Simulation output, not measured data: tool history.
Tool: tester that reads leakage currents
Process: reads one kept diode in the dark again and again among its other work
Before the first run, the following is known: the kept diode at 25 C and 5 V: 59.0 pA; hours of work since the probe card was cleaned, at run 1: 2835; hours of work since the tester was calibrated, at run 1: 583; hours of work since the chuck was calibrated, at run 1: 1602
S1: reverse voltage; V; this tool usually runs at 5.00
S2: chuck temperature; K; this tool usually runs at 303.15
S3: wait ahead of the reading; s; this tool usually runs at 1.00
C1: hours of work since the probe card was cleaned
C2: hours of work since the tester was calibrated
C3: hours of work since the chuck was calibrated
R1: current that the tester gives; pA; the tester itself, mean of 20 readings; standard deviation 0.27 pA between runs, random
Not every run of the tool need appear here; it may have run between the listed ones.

run 1 day=0.000 | S1=5.00 S2=303.15 S3=1.00 | C1=2835 C2=583 C3=1602 | R1=87.77
run 2 day=3.204 | S1=5.00 S2=303.15 S3=3.68 | C1=2878 C2=626 C3=1645 | R1=86.14
run 3 day=5.029 | S1=5.00 S2=304.15 S3=1.00 | C1=2902 C2=651 C3=1670 | R1=94.51
run 4 day=7.246 | S1=5.00 S2=304.15 S3=1.00 | C1=2932 C2=680 C3=1700 | R1=93.54
run 5 day=9.321 | S1=11.72 S2=303.15 S3=1.00 | C1=2960 C2=708 C3=1728 | R1=117.41
run 6 day=12.308 | S1=5.00 S2=303.15 S3=1.00 | C1=3001 C2=749 C3=1768 | R1=87.67
run 7 day=15.300 | S1=5.00 S2=303.15 S3=8.02 | C1=3041 C2=789 C3=1809 | R1=85.67
run 8 day=18.000 | S1=17.43 S2=303.15 S3=1.00 | C1=3077 C2=826 C3=1845 | R1=135.04
run 9 day=21.221 | S1=17.43 S2=308.15 S3=1.00 | C1=3121 C2=869 C3=1888 | R1=190.09
run 10 day=23.154 | S1=17.43 S2=308.15 S3=1.00 | C1=3147 C2=895 C3=1915 | R1=190.21
run 11 day=25.867 | S1=5.00 S2=303.15 S3=1.00 | C1=3183 C2=932 C3=1951 | R1=88.01
-- day=27.458 probe card cleaned and baked
run 12 day=29.846 | S1=5.00 S2=303.15 S3=1.00 | C1=32 C2=984 C3=2003 | R1=87.42
run 13 day=33.429 | S1=5.67 S2=303.15 S3=1.00 | C1=81 C2=1032 C3=2051 | R1=91.39
run 14 day=35.783 | S1=5.00 S2=303.15 S3=0.49 | C1=112 C2=1064 C3=2083 | R1=89.69
run 15 day=38.667 | S1=5.00 S2=303.15 S3=3.48 | C1=151 C2=1103 C3=2122 | R1=86.85
run 16 day=40.717 | S1=5.00 S2=303.15 S3=3.48 | C1=179 C2=1130 C3=2150 | R1=86.46
-- day=43.000 chuck's temperature calibrated
run 17 day=43.000 | S1=5.00 S2=303.15 S3=6.90 | C1=209 C2=1160 C3=0 | R1=85.85
run 18 day=45.117 | S1=5.00 S2=303.15 S3=1.00 | C1=237 C2=1189 C3=29 | R1=87.86
run 19 day=48.542 | S1=5.00 S2=303.15 S3=1.00 | C1=283 C2=1235 C3=75 | R1=87.85
run 20 day=50.454 | S1=3.82 S2=303.15 S3=1.00 | C1=309 C2=1261 C3=101 | R1=79.90
run 21 day=53.821 | S1=18.63 S2=303.15 S3=7.83 | C1=355 C2=1306 C3=146 | R1=131.88
run 22 day=57.079 | S1=18.63 S2=303.15 S3=7.83 | C1=399 C2=1350 C3=190 | R1=131.35
run 23 day=59.679 | S1=18.63 S2=303.15 S3=7.83 | C1=434 C2=1385 C3=225 | R1=131.85
run 24 day=63.521 | S1=10.70 S2=303.15 S3=9.57 | C1=485 C2=1437 C3=277 | R1=110.01
run 25 day=66.438 | S1=10.70 S2=303.15 S3=9.57 | C1=525 C2=1476 C3=316 | R1=109.95
run 26 day=68.104 | S1=18.45 S2=324.15 S3=7.17 | C1=547 C2=1499 C3=339 | R1=550.54
run 27 day=70.812 | S1=5.00 S2=293.15 S3=9.49 | C1=584 C2=1535 C3=375 | R1=40.51
run 28 day=72.546 | S1=2.36 S2=303.15 S3=0.60 | C1=607 C2=1559 C3=399 | R1=68.56
run 29 day=76.208 | S1=2.36 S2=303.15 S3=0.60 | C1=657 C2=1608 C3=448 | R1=68.77
run 30 day=79.104 | S1=9.87 S2=313.15 S3=5.11 | C1=696 C2=1647 C3=487 | R1=217.28
run 31 day=81.438 | S1=5.00 S2=303.15 S3=1.00 | C1=727 C2=1679 C3=519 | R1=87.53
run 32 day=83.254 | S1=10.04 S2=297.15 S3=0.43 | C1=752 C2=1703 C3=543 | R1=76.34
run 33 day=85.538 | S1=10.04 S2=297.15 S3=0.43 | C1=782 C2=1734 C3=574 | R1=76.77
run 34 day=87.621 | S1=10.96 S2=309.15 S3=2.74 | C1=811 C2=1762 C3=602 | R1=171.27
run 35 day=90.754 | S1=14.24 S2=303.15 S3=0.71 | C1=853 C2=1804 C3=644 | R1=127.46
run 36 day=93.600 | S1=5.00 S2=303.15 S3=0.38 | C1=891 C2=1843 C3=683 | R1=90.29
run 37 day=96.838 | S1=11.87 S2=303.15 S3=0.41 | C1=935 C2=1886 C3=726 | R1=123.61
run 38 day=99.758 | S1=6.11 S2=303.15 S3=0.81 | C1=974 C2=1926 C3=766 | R1=93.87
run 39 day=102.496 | S1=6.11 S2=303.15 S3=0.81 | C1=1011 C2=1963 C3=803 | R1=94.09

How the hidden state differs across the entries between the runs, from the last listed run before each to the first after it:
After run 11, before run 12: probe card cleaned and baked (day 27.458)
  stray current of the dirty probe card, pA a volt: 0.039 -> 0.02
  the result without the hidden state subtracted from the measured one, R1: +0.15 -> +0.05 pA
After run 16, before run 17: chuck's temperature calibrated (day 43.000)
  true chuck temperature over the reading, C: 0.01 -> 0
  the result without the hidden state subtracted from the measured one, R1: +0.06 -> +0.00 pA
